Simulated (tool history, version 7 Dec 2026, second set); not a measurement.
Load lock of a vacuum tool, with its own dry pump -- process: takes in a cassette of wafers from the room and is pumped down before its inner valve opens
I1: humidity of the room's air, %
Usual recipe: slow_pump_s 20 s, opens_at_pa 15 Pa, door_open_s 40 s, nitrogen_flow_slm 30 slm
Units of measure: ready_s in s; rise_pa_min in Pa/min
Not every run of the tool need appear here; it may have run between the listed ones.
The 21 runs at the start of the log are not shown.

Run 22, hour 2626.6: usual settings but slow_pump_s 27 s, nitrogen_flow_slm 13 slm; I1 40.5. Result: ready_s 37.0 s, rise_pa_min 0.218 Pa/min.
Run 23, hour 2759.4: usual settings but opens_at_pa 22 Pa; I1 42.9. Result: ready_s 30.3 s, rise_pa_min 0.211 Pa/min.
Run 24, hour 2935.4: usual settings but opens_at_pa 22 Pa; I1 45.9. Result: ready_s 30.5 s, rise_pa_min 0.216 Pa/min.
Run 25, hour 3051.9: usual settings but opens_at_pa 18 Pa, door_open_s 33 s; I1 46.6. Result: ready_s 30.7 s, rise_pa_min 0.219 Pa/min.
Run 26, hour 3162.7: usual settings but slow_pump_s 30 s, opens_at_pa 14 Pa; I1 46.5. Result: ready_s 39.6 s, rise_pa_min 0.223 Pa/min.
Run 27, hour 3288.0: usual settings but slow_pump_s 11 s, nitrogen_flow_slm 6 slm; I1 42.7. Result: ready_s 23.1 s, rise_pa_min 0.244 Pa/min.
Run 28, hour 3430.1: usual settings but slow_pump_s 12 s; I1 43.8. Result: ready_s 23.9 s, rise_pa_min 0.222 Pa/min.
Run 29, hour 3556.3: usual settings but slow_pump_s 12 s; I1 43.1. Result: ready_s 24.0 s, rise_pa_min 0.227 Pa/min.
Run 30, hour 3675.8: usual settings but slow_pump_s 12 s; I1 46.3. Result: ready_s 23.9 s, rise_pa_min 0.233 Pa/min.
Run 31, hour 3839.0: usual settings but slow_pump_s 29 s, opens_at_pa 19 Pa, door_open_s 69 s, nitrogen_flow_slm 42 slm; I1 45.5. Result: ready_s 38.5 s, rise_pa_min 0.245 Pa/min.
Run 32, hour 3943.2: usual settings but slow_pump_s 24 s, opens_at_pa 13 Pa, door_open_s 194 s; I1 42.1. Result: ready_s 34.7 s, rise_pa_min 0.301 Pa/min.

For run 33, what comes out?
Run 33, hour 4128.3: usual settings but slow_pump_s 24 s, opens_at_pa 13 Pa, door_open_s 194 s; I1 42.5. Result: ready_s ?, rise_pa_min ?.

ready_s: 34.9 s
rise_pa_min: 0.311 Pa/min
Take away the tool's hidden state, keep the run-to-run variation as it was, and the same run would have given ready_s 34.4 s, rise_pa_min 0.119 Pa/min.
